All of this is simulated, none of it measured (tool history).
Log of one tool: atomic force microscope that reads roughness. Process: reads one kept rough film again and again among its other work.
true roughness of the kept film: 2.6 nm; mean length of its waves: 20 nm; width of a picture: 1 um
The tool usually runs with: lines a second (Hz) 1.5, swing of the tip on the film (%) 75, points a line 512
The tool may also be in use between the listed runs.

| run | hour | lines a second (Hz) | swing of the tip on the film (%) | points a line | roughness of the kept film (nm (root mean square)) |
|---|---|---|---|---|---|
| 1 | 0 | 1.5 | 75 | 512 | 1.958 |
| 2 | 6.6 | 1.5 | 75 | 512 | 1.914 |
| 3 | 17.2 | 1.5 | 75 | 512 | 1.856 |
| 4 | 23.5 | 1.5 | 75 | 512 | 1.832 |
| 5 | 34.5 | 1.5 | 75 | 512 | 1.789 |
| 6 | 44.1 | 1.5 | 75 | 512 | 1.731 |
| 7 | 53.7 | 1.5 | 75 | 512 | 1.702 |
| 8 | 60.9 | 1.5 | 75 | 512 | 1.657 |
| 9 | 69.8 | 1.39 | 75 | 512 | 1.632 |
|  | 81.2 | new tip fitted |
| 10 | 81.5 | 1.39 | 75 | 512 | 1.958 |
| 11 | 88.2 | 1.5 | 58 | 512 | 1.968 |
| 12 | 95.6 | 1.5 | 55 | 512 | 1.946 |
| 13 | 101.3 | 1.5 | 55 | 512 | 1.919 |
| 14 | 113.3 | 1.5 | 55 | 512 | 1.86 |
| 15 | 124.2 | 2.13 | 75 | 512 | 1.719 |
| 16 | 132.4 | 2.13 | 75 | 512 | 1.689 |
| 17 | 140.9 | 2.13 | 75 | 512 | 1.651 |
| 18 | 151.8 | 0.68 | 62 | 762 | 1.705 |
| 19 | 157.5 | 0.59 | 78 | 979 | 1.669 |
|  | 162 | new tip fitted |
| 20 | 170.6 | 0.59 | 78 | 979 | 1.915 |
| 21 | 181.7 | 0.59 | 76 | 704 | 1.874 |
| 22 | 191 | 1.15 | 85 | 672 | 1.762 |
| 23 | 204.3 | 1.5 | 75 | 796 | 1.725 |
| 24 | 216.1 | 1.5 | 75 | 796 | 1.665 |
| 25 | 227.5 | 1.5 | 75 | 796 | 1.631 |
| 26 | 238.6 | 1.5 | 83 | 416 | 1.527 |
|  | 242.7 | new tip fitted |
| 27 | 250.7 | 1.5 | 83 | 416 | 1.828 |
| 28 | 258 | 3.52 | 89 | 496 | 1.607 |
| 29 | 263.3 | 2.3 | 73 | 451 | 1.783 |

Below are 5 alternative next runs, each starting from the tool's condition after run 29. Predict each:
| A | 273.9 | 2.21 | 64 | 580 | ? |
| B | 273.9 | 1.86 | 75 | 512 | ? |
| C | 273.9 | 0.99 | 75 | 482 | ? |
| D | 273.9 | 3.67 | 84 | 345 | ? |
| E | 273.9 | 2.18 | 77 | 662 | ? |

| run | roughness of the kept film (nm (root mean square)) |
|---|---|
| A | 1.801 |
| B | 1.758 |
| C | 1.796 |
| D | 1.563 |
| E | 1.73 |
With no hidden state in the tool, these same runs would have given:
| run | roughness of the kept film (nm (root mean square)) |
|---|---|
| A | 1.988 |
| B | 1.941 |
| C | 1.983 |
| D | 1.725 |
| E | 1.909 |
